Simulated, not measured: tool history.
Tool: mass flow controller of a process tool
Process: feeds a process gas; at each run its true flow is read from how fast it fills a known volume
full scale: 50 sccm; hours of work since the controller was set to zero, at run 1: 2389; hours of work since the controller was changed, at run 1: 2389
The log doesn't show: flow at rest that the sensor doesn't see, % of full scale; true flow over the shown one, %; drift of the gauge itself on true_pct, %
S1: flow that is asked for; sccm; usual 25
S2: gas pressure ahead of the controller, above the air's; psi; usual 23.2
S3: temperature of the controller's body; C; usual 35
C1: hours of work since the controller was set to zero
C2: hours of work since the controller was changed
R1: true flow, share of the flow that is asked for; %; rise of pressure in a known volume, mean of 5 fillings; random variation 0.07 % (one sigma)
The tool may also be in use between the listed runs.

| run | hour | S1 | S2 | S3 | C1 | C2 | R1 |
|---|---|---|---|---|---|---|---|
| 1 | 0.0 | 25 | 23.2 | 35 | 2389 | 2389 | 98.52 |
| 2 | 245.0 | 25 | 23.2 | 35 | 2576 | 2576 | 98.53 |
| 3 | 510.0 | 25 | 23.2 | 35 | 2779 | 2779 | 98.39 |
| 4 | 707.7 | 25 | 23.2 | 35 | 2930 | 2930 | 98.28 |
| 5 | 864.4 | 25 | 25.8 | 35 | 3049 | 3049 | 98.37 |
| 6 | 1146.8 | 25 | 25.8 | 35 | 3265 | 3265 | 98.21 |
| 7 | 1396.5 | 50 | 25.8 | 35 | 3456 | 3456 | 99.63 |
| 8 | 1549.1 | 50 | 25.8 | 35 | 3572 | 3572 | 99.62 |
| 9 | 1722.4 | 25 | 29.3 | 35 | 3705 | 3705 | 98.14 |
| 10 | 1987.4 | 25 | 29.3 | 21 | 3907 | 3907 | 97.48 |
| 11 | 2187.8 | 25 | 23.4 | 35 | 4060 | 4060 | 98.01 |
| 12 | 2357.7 | 25 | 23.4 | 35 | 4190 | 4190 | 97.97 |
| 13 | 2558.5 | 25 | 35.8 | 35 | 4343 | 4343 | 97.68 |
| 14 | 2728.3 | 25 | 35.8 | 35 | 4473 | 4473 | 97.59 |
| 15 | 2952.0 | 25 | 23.2 | 35 | 4643 | 4643 | 97.89 |
| 16 | 3247.7 | 25 | 23.2 | 32 | 4869 | 4869 | 97.59 |
| 17 | 3492.5 | 25 | 23.2 | 32 | 5056 | 5056 | 97.55 |
| 18 | 3697.7 | 25 | 23.2 | 32 | 5213 | 5213 | 97.50 |
| 19 | 3828.3 | 25 | 23.2 | 32 | 5313 | 5313 | 97.65 |
| 20 | 4097.4 | 25 | 23.2 | 32 | 5518 | 5518 | 97.39 |
| 21 | 4342.3 | 47 | 30.7 | 37 | 5705 | 5705 | 98.68 |
| 22 | 4527.5 | 8 | 39.7 | 28 | 5847 | 5847 | 94.48 |
| 23 | 4671.2 | 7 | 29.2 | 35 | 5956 | 5956 | 94.53 |
| 24 | 4824.1 | 25 | 27.1 | 26 | 6073 | 6073 | 96.97 |
| 25 | 5004.3 | 17 | 27.1 | 28 | 6211 | 6211 | 96.30 |
| 26 | 5225.9 | 6 | 29.9 | 28 | 6380 | 6380 | 93.48 |
| 27 | 5497.9 | 6 | 29.9 | 28 | 6588 | 6588 | 93.25 |
|  | 5579.7 | controller's zero set anew |
| 28 | 5799.0 | 6 | 29.9 | 28 | 167 | 6817 | 96.53 |
| 29 | 5932.2 | 6 | 29.9 | 28 | 269 | 6919 | 96.56 |
| 30 | 6082.3 | 6 | 29.9 | 28 | 384 | 7033 | 96.46 |
| 31 | 6239.7 | 35 | 30.9 | 28 | 504 | 7154 | 98.01 |
| 32 | 6499.2 | 25 | 38.0 | 35 | 702 | 7352 | 97.63 |
| 33 | 6791.1 | 25 | 38.0 | 35 | 925 | 7575 | 97.43 |
| 34 | 6933.2 | 27 | 23.2 | 23 | 1034 | 7683 | 97.32 |
| 35 | 7137.1 | 25 | 23.5 | 20 | 1189 | 7839 | 97.09 |
| 36 | 7425.7 | 22 | 24.2 | 40 | 1410 | 8059 | 97.47 |
| 37 | 7704.6 | 22 | 24.2 | 40 | 1623 | 8272 | 97.32 |
| 38 | 7965.5 | 25 | 36.0 | 35 | 1822 | 8471 | 97.07 |
| 39 | 8106.0 | 25 | 36.0 | 35 | 1929 | 8579 | 97.11 |
| 40 | 8338.4 | 16 | 28.1 | 35 | 2107 | 8756 | 96.73 |

Hidden state or all else? Some run-to-run changes of R1, split into what the settings, what came in and random variation would give without the hidden state, and what is left for the hidden state (with any gauge scatter that isn't in both results):
Run 21 -> 22: S1 47 -> 8, S2 30.7 -> 39.7, S3 37 -> 28. R1 -4.20 %: hidden state -2.00, all else -2.20.
Run 25 -> 26: S1 17 -> 6, S2 27.1 -> 29.9. R1 -2.82 %: hidden state -2.29, all else -0.53.
Run 27 -> 28: controller's zero set anew. R1 +3.28 %: hidden state +3.32, all else -0.04.
